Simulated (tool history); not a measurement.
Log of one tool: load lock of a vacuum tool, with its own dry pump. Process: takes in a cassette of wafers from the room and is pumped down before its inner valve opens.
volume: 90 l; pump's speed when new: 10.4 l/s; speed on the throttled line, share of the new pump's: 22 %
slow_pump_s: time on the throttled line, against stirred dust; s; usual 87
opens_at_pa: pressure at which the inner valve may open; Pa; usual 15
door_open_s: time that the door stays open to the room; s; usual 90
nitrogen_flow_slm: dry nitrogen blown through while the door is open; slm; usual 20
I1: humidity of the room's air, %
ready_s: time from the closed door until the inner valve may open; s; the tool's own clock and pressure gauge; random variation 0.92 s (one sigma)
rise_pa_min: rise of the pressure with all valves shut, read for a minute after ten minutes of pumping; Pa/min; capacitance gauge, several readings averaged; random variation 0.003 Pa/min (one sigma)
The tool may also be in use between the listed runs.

run 1 day=0.000 | slow_pump_s=87 opens_at_pa=15 door_open_s=90 nitrogen_flow_slm=20 | I1=46.2 | ready_s=158.3 rise_pa_min=0.025
run 2 day=4.008 | slow_pump_s=87 opens_at_pa=15 door_open_s=90 nitrogen_flow_slm=20 | I1=45.0 | ready_s=155.9 rise_pa_min=0.024
run 3 day=7.579 | slow_pump_s=87 opens_at_pa=15 door_open_s=90 nitrogen_flow_slm=20 | I1=44.8 | ready_s=159.1 rise_pa_min=0.031
run 4 day=10.642 | slow_pump_s=87 opens_at_pa=15 door_open_s=90 nitrogen_flow_slm=20 | I1=44.7 | ready_s=157.8 rise_pa_min=0.020
run 5 day=14.708 | slow_pump_s=87 opens_at_pa=15 door_open_s=90 nitrogen_flow_slm=20 | I1=47.0 | ready_s=157.8 rise_pa_min=0.025
run 6 day=17.429 | slow_pump_s=87 opens_at_pa=15 door_open_s=90 nitrogen_flow_slm=20 | I1=45.6 | ready_s=158.6 rise_pa_min=0.026
run 7 day=20.342 | slow_pump_s=87 opens_at_pa=15 door_open_s=90 nitrogen_flow_slm=20 | I1=45.4 | ready_s=157.8 rise_pa_min=0.025
run 8 day=23.025 | slow_pump_s=87 opens_at_pa=15 door_open_s=90 nitrogen_flow_slm=20 | I1=45.1 | ready_s=158.1 rise_pa_min=0.027
run 9 day=25.971 | slow_pump_s=87 opens_at_pa=15 door_open_s=90 nitrogen_flow_slm=10 | I1=43.2 | ready_s=159.1 rise_pa_min=0.031
run 10 day=30.012 | slow_pump_s=87 opens_at_pa=15 door_open_s=90 nitrogen_flow_slm=20 | I1=40.1 | ready_s=159.9 rise_pa_min=0.031
run 11 day=33.179 | slow_pump_s=87 opens_at_pa=15 door_open_s=45 nitrogen_flow_slm=20 | I1=42.4 | ready_s=158.6 rise_pa_min=0.022
run 12 day=36.600 | slow_pump_s=87 opens_at_pa=16 door_open_s=90 nitrogen_flow_slm=20 | I1=40.9 | ready_s=158.2 rise_pa_min=0.023
run 13 day=39.038 | slow_pump_s=87 opens_at_pa=15 door_open_s=90 nitrogen_flow_slm=20 | I1=42.4 | ready_s=160.8 rise_pa_min=0.025
run 14 day=42.004 | slow_pump_s=87 opens_at_pa=15 door_open_s=90 nitrogen_flow_slm=20 | I1=47.6 | ready_s=158.3 rise_pa_min=0.031
run 15 day=43.850 | slow_pump_s=87 opens_at_pa=15 door_open_s=90 nitrogen_flow_slm=20 | I1=43.5 | ready_s=158.9 rise_pa_min=0.027
run 16 day=46.879 | slow_pump_s=173 opens_at_pa=15 door_open_s=85 nitrogen_flow_slm=20 | I1=44.2 | ready_s=219.6 rise_pa_min=0.026
run 17 day=49.938 | slow_pump_s=89 opens_at_pa=15 door_open_s=129 nitrogen_flow_slm=20 | I1=45.8 | ready_s=161.9 rise_pa_min=0.031
run 18 day=54.004 | slow_pump_s=89 opens_at_pa=15 door_open_s=129 nitrogen_flow_slm=20 | I1=46.4 | ready_s=163.9 rise_pa_min=0.031
run 19 day=56.462 | slow_pump_s=89 opens_at_pa=15 door_open_s=129 nitrogen_flow_slm=20 | I1=48.1 | ready_s=162.0 rise_pa_min=0.032
run 20 day=59.217 | slow_pump_s=92 opens_at_pa=15 door_open_s=43 nitrogen_flow_slm=20 | I1=43.2 | ready_s=162.4 rise_pa_min=0.027
run 21 day=61.808 | slow_pump_s=92 opens_at_pa=15 door_open_s=43 nitrogen_flow_slm=20 | I1=44.1 | ready_s=163.3 rise_pa_min=0.024
run 22 day=64.621 | slow_pump_s=87 opens_at_pa=23 door_open_s=90 nitrogen_flow_slm=8 | I1=46.6 | ready_s=157.1 rise_pa_min=0.037
run 23 day=66.758 | slow_pump_s=73 opens_at_pa=30 door_open_s=90 nitrogen_flow_slm=8 | I1=44.5 | ready_s=141.2 rise_pa_min=0.033
run 24 day=69.529 | slow_pump_s=87 opens_at_pa=15 door_open_s=84 nitrogen_flow_slm=20 | I1=44.9 | ready_s=159.6 rise_pa_min=0.030
run 25 day=72.850 | slow_pump_s=80 opens_at_pa=18 door_open_s=84 nitrogen_flow_slm=20 | I1=48.6 | ready_s=153.3 rise_pa_min=0.035
run 26 day=74.958 | slow_pump_s=80 opens_at_pa=18 door_open_s=84 nitrogen_flow_slm=20 | I1=42.5 | ready_s=153.2 rise_pa_min=0.028
run 27 day=77.625 | slow_pump_s=47 opens_at_pa=26 door_open_s=90 nitrogen_flow_slm=9 | I1=43.0 | ready_s=125.4 rise_pa_min=0.039
run 28 day=79.317 | slow_pump_s=87 opens_at_pa=15 door_open_s=158 nitrogen_flow_slm=8 | I1=45.5 | ready_s=161.4 rise_pa_min=0.046
run 29 day=82.771 | slow_pump_s=87 opens_at_pa=15 door_open_s=158 nitrogen_flow_slm=8 | I1=45.6 | ready_s=161.7 rise_pa_min=0.044
run 30 day=85.371 | slow_pump_s=87 opens_at_pa=15 door_open_s=80 nitrogen_flow_slm=20 | I1=44.8 | ready_s=161.6 rise_pa_min=0.036

4 ways to go on from here, each from the tool as it stands after run 30. What would each give?
run A day=87.354 | slow_pump_s=87 opens_at_pa=11 door_open_s=36 nitrogen_flow_slm=32 | I1=46.2 | ready_s=? rise_pa_min=?
run B day=87.354 | slow_pump_s=134 opens_at_pa=15 door_open_s=80 nitrogen_flow_slm=40 | I1=43.8 | ready_s=? rise_pa_min=?
run C day=87.354 | slow_pump_s=56 opens_at_pa=15 door_open_s=80 nitrogen_flow_slm=6 | I1=42.8 | ready_s=? rise_pa_min=?
run D day=87.354 | slow_pump_s=78 opens_at_pa=15 door_open_s=104 nitrogen_flow_slm=37 | I1=43.0 | ready_s=? rise_pa_min=?

run=A ready_s=164.6 rise_pa_min=0.025
run=B ready_s=194.7 rise_pa_min=0.032
run=C ready_s=139.2 rise_pa_min=0.039
run=D ready_s=155.5 rise_pa_min=0.035
Without the tool's hidden state the same runs would have given:
run=A ready_s=147.4 rise_pa_min=0.005
run=B ready_s=181.0 rise_pa_min=0.012
run=C ready_s=120.8 rise_pa_min=0.019
run=D ready_s=138.4 rise_pa_min=0.015

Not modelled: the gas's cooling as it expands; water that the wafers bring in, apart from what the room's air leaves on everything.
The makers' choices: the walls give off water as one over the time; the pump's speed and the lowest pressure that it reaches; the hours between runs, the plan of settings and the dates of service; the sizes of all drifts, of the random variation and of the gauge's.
